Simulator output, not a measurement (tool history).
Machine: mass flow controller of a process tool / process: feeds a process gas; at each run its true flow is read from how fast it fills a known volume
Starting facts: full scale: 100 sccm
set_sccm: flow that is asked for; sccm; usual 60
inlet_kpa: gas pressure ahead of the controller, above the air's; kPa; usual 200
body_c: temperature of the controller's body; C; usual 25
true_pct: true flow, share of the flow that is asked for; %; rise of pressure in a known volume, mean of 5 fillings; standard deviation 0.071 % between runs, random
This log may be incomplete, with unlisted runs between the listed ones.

run    hour  set_sccm  inlet_kpa  body_c  true_pct
  1       0        60        200      25    100.39
  2    68.5        24        200      25    101.03
  3   133.7        24        200      25    101.13
  4   226.6        77        200      25    100.39
  5   312.9        77        200      25    100.17
  6   406.7        60        160      25    100.46
  7   496.2        60        200      37     99.28
  8   585.6        60        200      25    100.34
  9   681.8        60        146      25    100.55
 10   768.6        60        146      25     100.5
 11   860.8        51        153      25    100.74
 12   952.4        11        143      29    103.67
 13   993.7        11        143      29    103.63
 14  1083.3        13        200      25    103.11
 15    1173        13        200      25    103.14
 16  1216.7        45        200      25     100.7
 17  1315.6        14        143      25    103.35

4 options for the next run, each taken on its own from the tool as it stands now. Forecast them:
  A  1392.7        14        240      25         ?
  B  1392.7        21        207      25         ?
  C  1392.7        40        151      21         ?
  D  1392.7        14        143      25         ?

run  true_pct
  A    102.96
  B    101.97
  C    101.24
  D    103.35
What these runs would have given with no unlogged condition in the tool:
run  true_pct
  A     99.37
  B     99.66
  C    100.15
  D     99.76
